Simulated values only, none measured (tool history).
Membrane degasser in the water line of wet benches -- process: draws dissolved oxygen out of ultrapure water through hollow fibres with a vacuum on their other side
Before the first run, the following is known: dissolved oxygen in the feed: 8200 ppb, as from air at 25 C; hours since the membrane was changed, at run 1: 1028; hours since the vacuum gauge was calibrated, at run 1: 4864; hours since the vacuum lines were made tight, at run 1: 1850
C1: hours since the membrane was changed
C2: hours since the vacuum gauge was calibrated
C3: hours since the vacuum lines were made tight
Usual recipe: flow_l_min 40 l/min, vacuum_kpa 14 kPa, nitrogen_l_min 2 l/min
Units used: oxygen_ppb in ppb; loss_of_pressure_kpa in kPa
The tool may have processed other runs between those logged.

run 1 hour=0 | flow_l_min=40 vacuum_kpa=14 nitrogen_l_min=2 | C1=1028 C2=4864 C3=1850 | oxygen_ppb=556.2 loss_of_pressure_kpa=42.64
run 2 hour=68 | flow_l_min=40 vacuum_kpa=14 nitrogen_l_min=2 | C1=1096 C2=4932 C3=1918 | oxygen_ppb=547.3 loss_of_pressure_kpa=42.3
run 3 hour=111.4 | flow_l_min=40 vacuum_kpa=14 nitrogen_l_min=2 | C1=1139 C2=4975 C3=1961 | oxygen_ppb=558.5 loss_of_pressure_kpa=42.44
run 4 hour=146.8 | flow_l_min=40 vacuum_kpa=14 nitrogen_l_min=2 | C1=1174 C2=5011 C3=1996 | oxygen_ppb=553.7 loss_of_pressure_kpa=42.49
run 5 hour=199.5 | flow_l_min=40 vacuum_kpa=14 nitrogen_l_min=2 | C1=1227 C2=5063 C3=2049 | oxygen_ppb=549.4 loss_of_pressure_kpa=42.39
run 6 hour=251.6 | flow_l_min=40 vacuum_kpa=14 nitrogen_l_min=2 | C1=1279 C2=5116 C3=2101 | oxygen_ppb=549.9 loss_of_pressure_kpa=42.12
run 7 hour=302.7 | flow_l_min=40 vacuum_kpa=14 nitrogen_l_min=2 | C1=1330 C2=5167 C3=2152 | oxygen_ppb=551.7 loss_of_pressure_kpa=42.27
run 8 hour=332.6 | flow_l_min=40 vacuum_kpa=14 nitrogen_l_min=2 | C1=1360 C2=5197 C3=2182 | oxygen_ppb=545.3 loss_of_pressure_kpa=42.53
run 9 hour=398 | flow_l_min=40 vacuum_kpa=14 nitrogen_l_min=2 | C1=1426 C2=5262 C3=2248 | oxygen_ppb=549.1 loss_of_pressure_kpa=42.53
run 10 hour=463.7 | flow_l_min=40 vacuum_kpa=14 nitrogen_l_min=2 | C1=1491 C2=5328 C3=2313 | oxygen_ppb=551.3 loss_of_pressure_kpa=42.63
run 11 hour=493.6 | flow_l_min=29 vacuum_kpa=14 nitrogen_l_min=2 | C1=1521 C2=5358 C3=2343 | oxygen_ppb=386.8 loss_of_pressure_kpa=30.69
run 12 hour=538.8 | flow_l_min=40 vacuum_kpa=14 nitrogen_l_min=2 | C1=1566 C2=5403 C3=2389 | oxygen_ppb=555.3 loss_of_pressure_kpa=42.09
run 13 hour=572.2 | flow_l_min=40 vacuum_kpa=14 nitrogen_l_min=2 | C1=1600 C2=5436 C3=2422 | oxygen_ppb=561.8 loss_of_pressure_kpa=42.02
run 14 hour=612.4 | flow_l_min=40 vacuum_kpa=14 nitrogen_l_min=1.17 | C1=1640 C2=5476 C3=2462 | oxygen_ppb=794.5 loss_of_pressure_kpa=42.16
run 15 hour=655.3 | flow_l_min=40 vacuum_kpa=32.1 nitrogen_l_min=1.17 | C1=1683 C2=5519 C3=2505 | oxygen_ppb=1742.1 loss_of_pressure_kpa=42.09
run 16 hour=685.3 | flow_l_min=40 vacuum_kpa=32.1 nitrogen_l_min=1.17 | C1=1713 C2=5549 C3=2535 | oxygen_ppb=1727.7 loss_of_pressure_kpa=42.12
run 17 hour=722.7 | flow_l_min=40 vacuum_kpa=32.1 nitrogen_l_min=1.17 | C1=1750 C2=5587 C3=2572 | oxygen_ppb=1722.7 loss_of_pressure_kpa=42.02
run 18 hour=767.1 | flow_l_min=40 vacuum_kpa=32.1 nitrogen_l_min=1.17 | C1=1795 C2=5631 C3=2617 | oxygen_ppb=1743 loss_of_pressure_kpa=41.93
run 19 hour=832.7 | flow_l_min=30 vacuum_kpa=32.1 nitrogen_l_min=5.61 | C1=1860 C2=5697 C3=2682 | oxygen_ppb=400.1 loss_of_pressure_kpa=31.29
run 20 hour=896.9 | flow_l_min=46 vacuum_kpa=14 nitrogen_l_min=0.86 | C1=1924 C2=5761 C3=2747 | oxygen_ppb=1105.8 loss_of_pressure_kpa=48.34
run 21 hour=953.1 | flow_l_min=51 vacuum_kpa=27.4 nitrogen_l_min=2.38 | C1=1981 C2=5817 C3=2803 | oxygen_ppb=1143.6 loss_of_pressure_kpa=52.81
run 22 hour=1007.1 | flow_l_min=51 vacuum_kpa=27.4 nitrogen_l_min=2.38 | C1=2035 C2=5871 C3=2857 | oxygen_ppb=1171.5 loss_of_pressure_kpa=53.21
run 23 hour=1042.1 | flow_l_min=44 vacuum_kpa=14 nitrogen_l_min=2 | C1=2070 C2=5906 C3=2892 | oxygen_ppb=614.9 loss_of_pressure_kpa=45.72
run 24 hour=1076.1 | flow_l_min=44 vacuum_kpa=14 nitrogen_l_min=2 | C1=2104 C2=5940 C3=2926 | oxygen_ppb=611.9 loss_of_pressure_kpa=45.54
run 25 hour=1121.2 | flow_l_min=44 vacuum_kpa=14 nitrogen_l_min=2 | C1=2149 C2=5985 C3=2971 | oxygen_ppb=608.7 loss_of_pressure_kpa=45.55
run 26 hour=1153.8 | flow_l_min=40 vacuum_kpa=16 nitrogen_l_min=2 | C1=2181 C2=6018 C3=3003 | oxygen_ppb=638 loss_of_pressure_kpa=41.86
run 27 hour=1208.9 | flow_l_min=26 vacuum_kpa=16.2 nitrogen_l_min=2 | C1=2236 C2=6073 C3=3059 | oxygen_ppb=404 loss_of_pressure_kpa=27.37
run 28 hour=1262.4 | flow_l_min=42 vacuum_kpa=14 nitrogen_l_min=2 | C1=2290 C2=6126 C3=3112 | oxygen_ppb=581.5 loss_of_pressure_kpa=43.6
run 29 hour=1309.6 | flow_l_min=38 vacuum_kpa=14 nitrogen_l_min=2.88 | C1=2337 C2=6174 C3=3159 | oxygen_ppb=415 loss_of_pressure_kpa=39.73
run 30 hour=1367.3 | flow_l_min=27 vacuum_kpa=12.8 nitrogen_l_min=2 | C1=2395 C2=6231 C3=3217 | oxygen_ppb=320.1 loss_of_pressure_kpa=27.82
-- hour=1375.5 gauge calibrated
run 31 hour=1420.8 | flow_l_min=27 vacuum_kpa=12.8 nitrogen_l_min=2 | C1=2448 C2=6285 C3=3270 | oxygen_ppb=332 loss_of_pressure_kpa=28.89
run 32 hour=1453.3 | flow_l_min=27 vacuum_kpa=12.8 nitrogen_l_min=2 | C1=2481 C2=6317 C3=3303 | oxygen_ppb=328.4 loss_of_pressure_kpa=28.63

4 ways to go on from here, each from the tool as it stands after run 32. What would each give?
run A hour=1482.6 | flow_l_min=53 vacuum_kpa=16.1 nitrogen_l_min=1.41 | C1=2510 C2=6347 C3=3332 | oxygen_ppb=? loss_of_pressure_kpa=?
run B hour=1482.6 | flow_l_min=48 vacuum_kpa=14 nitrogen_l_min=1.37 | C1=2510 C2=6347 C3=3332 | oxygen_ppb=? loss_of_pressure_kpa=?
run C hour=1482.6 | flow_l_min=41 vacuum_kpa=34.3 nitrogen_l_min=1.76 | C1=2510 C2=6347 C3=3332 | oxygen_ppb=? loss_of_pressure_kpa=?
run D hour=1482.6 | flow_l_min=40 vacuum_kpa=14.3 nitrogen_l_min=2 | C1=2510 C2=6347 C3=3332 | oxygen_ppb=? loss_of_pressure_kpa=?

run=A oxygen_ppb=1051.2 loss_of_pressure_kpa=56.43
run=B oxygen_ppb=842.9 loss_of_pressure_kpa=50.96
run=C oxygen_ppb=1409.4 loss_of_pressure_kpa=43.73
run=D oxygen_ppb=557.8 loss_of_pressure_kpa=42.42
Without the tool's hidden state the same runs would have given:
run=A oxygen_ppb=1050.1 loss_of_pressure_kpa=56.52
run=B oxygen_ppb=841.8 loss_of_pressure_kpa=51.03
run=C oxygen_ppb=1408.6 loss_of_pressure_kpa=43.79
run=D oxygen_ppb=557.1 loss_of_pressure_kpa=42.49

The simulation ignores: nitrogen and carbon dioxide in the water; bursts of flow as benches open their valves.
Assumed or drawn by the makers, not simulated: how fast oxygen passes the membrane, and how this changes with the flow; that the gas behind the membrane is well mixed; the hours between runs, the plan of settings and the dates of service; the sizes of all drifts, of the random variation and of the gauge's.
